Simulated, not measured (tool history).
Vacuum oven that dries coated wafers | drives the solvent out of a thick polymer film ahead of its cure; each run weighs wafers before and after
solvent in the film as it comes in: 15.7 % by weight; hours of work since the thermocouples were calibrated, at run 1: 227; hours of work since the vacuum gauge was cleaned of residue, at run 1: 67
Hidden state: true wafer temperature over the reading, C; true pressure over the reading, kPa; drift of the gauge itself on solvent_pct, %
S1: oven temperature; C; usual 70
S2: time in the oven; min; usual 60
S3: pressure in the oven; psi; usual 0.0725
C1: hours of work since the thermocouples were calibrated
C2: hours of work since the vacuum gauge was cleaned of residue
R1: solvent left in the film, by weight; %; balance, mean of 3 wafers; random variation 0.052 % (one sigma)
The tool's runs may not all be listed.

run 1 hour=0 | S1=70 S2=60 S3=0.0725 | C1=227 C2=67 | R1=1.39
run 2 hour=13.3 | S1=70 S2=60 S3=0.0725 | C1=235 C2=75 | R1=1.34
run 3 hour=24.2 | S1=70 S2=60 S3=0.0725 | C1=242 C2=81 | R1=1.36
run 4 hour=42 | S1=70 S2=60 S3=0.0725 | C1=252 C2=92 | R1=1.4
run 5 hour=57.3 | S1=70 S2=60 S3=0.0725 | C1=261 C2=101 | R1=1.38
run 6 hour=71.4 | S1=70 S2=60 S3=0.0725 | C1=270 C2=109 | R1=1.44
run 7 hour=82.4 | S1=74 S2=60 S3=0.0725 | C1=276 C2=116 | R1=0.8
run 8 hour=94.1 | S1=70 S2=60 S3=0.0725 | C1=283 C2=123 | R1=1.36
run 9 hour=102.6 | S1=70 S2=60 S3=0.0725 | C1=288 C2=128 | R1=1.4
run 10 hour=114.3 | S1=70 S2=60 S3=0.0725 | C1=295 C2=134 | R1=1.4
run 11 hour=131.7 | S1=70 S2=60 S3=0.0725 | C1=305 C2=145 | R1=1.41
run 12 hour=140.6 | S1=70 S2=60 S3=0.0725 | C1=311 C2=150 | R1=1.48
run 13 hour=149.5 | S1=70 S2=60 S3=0.0725 | C1=316 C2=155 | R1=1.44
run 14 hour=162.2 | S1=70 S2=60 S3=0.0725 | C1=323 C2=163 | R1=1.34
run 15 hour=171.9 | S1=70 S2=60 S3=0.0471 | C1=329 C2=169 | R1=1.27
run 16 hour=181 | S1=70 S2=60 S3=0.0471 | C1=334 C2=174 | R1=1.31
run 17 hour=192.8 | S1=70 S2=60 S3=0.0471 | C1=341 C2=181 | R1=1.33
run 18 hour=210.1 | S1=70 S2=107 S3=0.0709 | C1=352 C2=191 | R1=0.56
run 19 hour=226.7 | S1=70 S2=107 S3=0.0709 | C1=362 C2=201 | R1=0.5
run 20 hour=242 | S1=70 S2=101 S3=0.1658 | C1=371 C2=210 | R1=0.96
run 21 hour=257.7 | S1=68 S2=60 S3=0.0589 | C1=380 C2=219 | R1=1.72
run 22 hour=276.2 | S1=73 S2=80 S3=0.0495 | C1=391 C2=230 | R1=0.5
run 23 hour=288.9 | S1=84 S2=77 S3=0.0451 | C1=398 C2=238 | R1=0.11
run 24 hour=302.3 | S1=60 S2=97 S3=0.1336 | C1=406 C2=246 | R1=2.42
run 25 hour=311.8 | S1=61 S2=36 S3=0.0693 | C1=412 C2=251 | R1=5.88
run 26 hour=327.4 | S1=61 S2=36 S3=0.0693 | C1=421 C2=261 | R1=5.89
run 27 hour=346 | S1=61 S2=41 S3=0.1655 | C1=432 C2=272 | R1=5.52
run 28 hour=361.8 | S1=61 S2=76 S3=0.0547 | C1=441 C2=281 | R1=2.59
run 29 hour=375.5 | S1=70 S2=87 S3=0.0725 | C1=450 C2=289 | R1=0.8
run 30 hour=393.1 | S1=60 S2=77 S3=0.0725 | C1=460 C2=299 | R1=2.94
run 31 hour=410.3 | S1=60 S2=77 S3=0.0725 | C1=470 C2=310 | R1=2.96
run 32 hour=425.9 | S1=75 S2=63 S3=0.0525 | C1=479 C2=319 | R1=0.56
run 33 hour=435.3 | S1=75 S2=63 S3=0.0525 | C1=485 C2=324 | R1=0.64

3 ways to go on from here, each from the tool as it stands after run 33. What would each give?
run A hour=452.5 | S1=78 S2=99 S3=0.2429 | C1=495 C2=334 | R1=?
run B hour=452.5 | S1=70 S2=34 S3=0.0725 | C1=495 C2=334 | R1=?
run C hour=452.5 | S1=61 S2=88 S3=0.0888 | C1=495 C2=334 | R1=?

run=A R1=0.87
run=B R1=3.5
run=C R1=2.25
Without the tool's hidden state the same runs would have given:
run=A R1=0.78
run=B R1=3.25
run=C R1=2
